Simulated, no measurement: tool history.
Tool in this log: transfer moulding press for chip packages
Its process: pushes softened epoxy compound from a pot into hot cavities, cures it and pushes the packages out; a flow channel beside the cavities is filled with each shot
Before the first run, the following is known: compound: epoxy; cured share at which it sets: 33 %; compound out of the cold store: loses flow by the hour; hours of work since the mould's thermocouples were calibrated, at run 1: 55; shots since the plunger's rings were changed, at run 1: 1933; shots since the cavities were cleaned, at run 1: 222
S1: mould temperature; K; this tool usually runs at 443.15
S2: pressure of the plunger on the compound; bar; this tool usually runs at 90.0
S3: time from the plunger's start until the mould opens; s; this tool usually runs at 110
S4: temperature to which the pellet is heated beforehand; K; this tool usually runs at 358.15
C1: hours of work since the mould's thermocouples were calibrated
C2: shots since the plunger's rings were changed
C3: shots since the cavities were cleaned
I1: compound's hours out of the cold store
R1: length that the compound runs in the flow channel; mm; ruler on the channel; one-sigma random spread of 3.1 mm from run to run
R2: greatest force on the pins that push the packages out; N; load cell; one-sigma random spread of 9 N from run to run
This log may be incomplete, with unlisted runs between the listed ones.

{"run": 1, "hour": 0.0, "S1": 443.15, "S2": 90.0, "S3": 110, "S4": 358.15, "C1": 55, "C2": 1933, "C3": 222, "I1": 41.8, "R1": 534, "R2": 472}
{"run": 2, "hour": 14.8, "S1": 443.15, "S2": 90.0, "S3": 110, "S4": 358.15, "C1": 66, "C2": 2106, "C3": 395, "I1": 41.3, "R1": 529, "R2": 552}
{"run": 3, "hour": 25.0, "S1": 443.15, "S2": 90.0, "S3": 110, "S4": 358.15, "C1": 73, "C2": 2224, "C3": 513, "I1": 37.5, "R1": 534, "R2": 582}
{"run": 4, "hour": 37.5, "S1": 443.15, "S2": 90.0, "S3": 110, "S4": 358.15, "C1": 82, "C2": 2370, "C3": 659, "I1": 18.9, "R1": 571, "R2": 629}
{"run": 5, "hour": 49.7, "S1": 443.15, "S2": 90.0, "S3": 110, "S4": 358.15, "C1": 91, "C2": 2512, "C3": 801, "I1": 19.4, "R1": 570, "R2": 684}
{"hour": 58.5, "done": "cavities cleaned with cleaning compound and waxed"}
{"run": 6, "hour": 65.3, "S1": 443.15, "S2": 90.0, "S3": 110, "S4": 358.15, "C1": 101, "C2": 2676, "C3": 79, "I1": 16.7, "R1": 571, "R2": 440}
{"run": 7, "hour": 77.9, "S1": 443.15, "S2": 90.0, "S3": 110, "S4": 358.15, "C1": 110, "C2": 2824, "C3": 227, "I1": 47.0, "R1": 511, "R2": 482}
{"run": 8, "hour": 95.0, "S1": 443.15, "S2": 90.0, "S3": 110, "S4": 358.15, "C1": 122, "C2": 3022, "C3": 425, "I1": 29.4, "R1": 541, "R2": 583}
{"run": 9, "hour": 107.0, "S1": 443.15, "S2": 90.0, "S3": 110, "S4": 358.15, "C1": 131, "C2": 3162, "C3": 565, "I1": 39.2, "R1": 529, "R2": 590}
{"run": 10, "hour": 120.8, "S1": 443.15, "S2": 90.0, "S3": 142, "S4": 358.15, "C1": 141, "C2": 3323, "C3": 726, "I1": 8.7, "R1": 589, "R2": 578}
{"hour": 136.2, "done": "cavities cleaned with cleaning compound and waxed"}
{"run": 11, "hour": 136.3, "S1": 443.15, "S2": 90.0, "S3": 142, "S4": 358.15, "C1": 151, "C2": 3486, "C3": 2, "I1": 36.3, "R1": 530, "R2": 350}
{"run": 12, "hour": 145.5, "S1": 443.15, "S2": 90.0, "S3": 142, "S4": 358.15, "C1": 157, "C2": 3593, "C3": 109, "I1": 22.1, "R1": 556, "R2": 392}
{"run": 13, "hour": 161.9, "S1": 443.15, "S2": 90.0, "S3": 110, "S4": 358.15, "C1": 169, "C2": 3785, "C3": 301, "I1": 23.8, "R1": 551, "R2": 545}
{"run": 14, "hour": 174.6, "S1": 443.15, "S2": 90.0, "S3": 110, "S4": 358.15, "C1": 178, "C2": 3932, "C3": 448, "I1": 45.2, "R1": 509, "R2": 557}
{"hour": 193.3, "done": "plunger's sealing rings changed"}
{"run": 15, "hour": 194.6, "S1": 444.15, "S2": 104.7, "S3": 119, "S4": 358.15, "C1": 191, "C2": 15, "C3": 652, "I1": 44.1, "R1": 577, "R2": 562}
{"run": 16, "hour": 206.3, "S1": 444.15, "S2": 104.7, "S3": 119, "S4": 358.15, "C1": 199, "C2": 152, "C3": 789, "I1": 30.0, "R1": 606, "R2": 584}
{"hour": 216.9, "done": "cavities cleaned with cleaning compound and waxed"}
{"run": 17, "hour": 219.9, "S1": 444.15, "S2": 104.7, "S3": 119, "S4": 358.15, "C1": 208, "C2": 293, "C3": 35, "I1": 43.2, "R1": 574, "R2": 372}
{"run": 18, "hour": 236.4, "S1": 440.15, "S2": 98.9, "S3": 117, "S4": 362.15, "C1": 220, "C2": 485, "C3": 227, "I1": 43.0, "R1": 572, "R2": 513}
{"run": 19, "hour": 248.7, "S1": 440.15, "S2": 76.9, "S3": 117, "S4": 362.15, "C1": 228, "C2": 628, "C3": 370, "I1": 24.7, "R1": 539, "R2": 601}
{"hour": 251.8, "done": "mould's thermocouples calibrated"}
{"run": 20, "hour": 265.8, "S1": 443.15, "S2": 90.0, "S3": 110, "S4": 363.15, "C1": 10, "C2": 804, "C3": 546, "I1": 12.3, "R1": 592, "R2": 607}
{"run": 21, "hour": 275.9, "S1": 443.15, "S2": 90.0, "S3": 99, "S4": 360.15, "C1": 17, "C2": 921, "C3": 663, "I1": 21.5, "R1": 572, "R2": 736}
{"hour": 281.1, "done": "mould's thermocouples calibrated, once more"}
{"run": 22, "hour": 294.1, "S1": 442.15, "S2": 102.8, "S3": 99, "S4": 360.15, "C1": 9, "C2": 1110, "C3": 852, "I1": 14.4, "R1": 632, "R2": 831}
{"hour": 299.7, "done": "cavities cleaned with cleaning compound and waxed"}
{"run": 23, "hour": 310.8, "S1": 448.15, "S2": 90.0, "S3": 110, "S4": 358.15, "C1": 20, "C2": 1287, "C3": 129, "I1": 29.3, "R1": 540, "R2": 407}
{"run": 24, "hour": 319.7, "S1": 449.15, "S2": 107.5, "S3": 116, "S4": 357.15, "C1": 27, "C2": 1391, "C3": 233, "I1": 18.4, "R1": 618, "R2": 457}
{"run": 25, "hour": 328.3, "S1": 450.15, "S2": 90.0, "S3": 140, "S4": 364.15, "C1": 33, "C2": 1491, "C3": 333, "I1": 10.5, "R1": 576, "R2": 485}
{"run": 26, "hour": 337.7, "S1": 450.15, "S2": 90.0, "S3": 140, "S4": 364.15, "C1": 40, "C2": 1601, "C3": 443, "I1": 16.3, "R1": 561, "R2": 509}
{"run": 27, "hour": 353.1, "S1": 437.15, "S2": 100.8, "S3": 140, "S4": 363.15, "C1": 51, "C2": 1780, "C3": 622, "I1": 31.9, "R1": 605, "R2": 603}
{"run": 28, "hour": 361.7, "S1": 437.15, "S2": 100.8, "S3": 140, "S4": 363.15, "C1": 57, "C2": 1881, "C3": 723, "I1": 15.9, "R1": 636, "R2": 661}

3 options for the next run, each taken on its own from the tool as it stands now. Forecast them:
{"run": "A", "hour": 368.8, "S1": 443.15, "S2": 87.3, "S3": 132, "S4": 358.15, "C1": 62, "C2": 1963, "C3": 805, "I1": 41.3, "R1": "?", "R2": "?"}
{"run": "B", "hour": 368.8, "S1": 437.15, "S2": 84.0, "S3": 110, "S4": 353.15, "C1": 62, "C2": 1963, "C3": 805, "I1": 24.1, "R1": "?", "R2": "?"}
{"run": "C", "hour": 368.8, "S1": 442.15, "S2": 100.8, "S3": 142, "S4": 352.15, "C1": 62, "C2": 1963, "C3": 805, "I1": 26.4, "R1": "?", "R2": "?"}

run=A R1=521 R2=582
run=B R1=565 R2=956
run=C R1=591 R2=591
With the hidden condition removed and each run's random variation left untouched, the same runs would have given:
run=A R1=536 R2=349
run=B R1=581 R2=573
run=C R1=608 R2=352
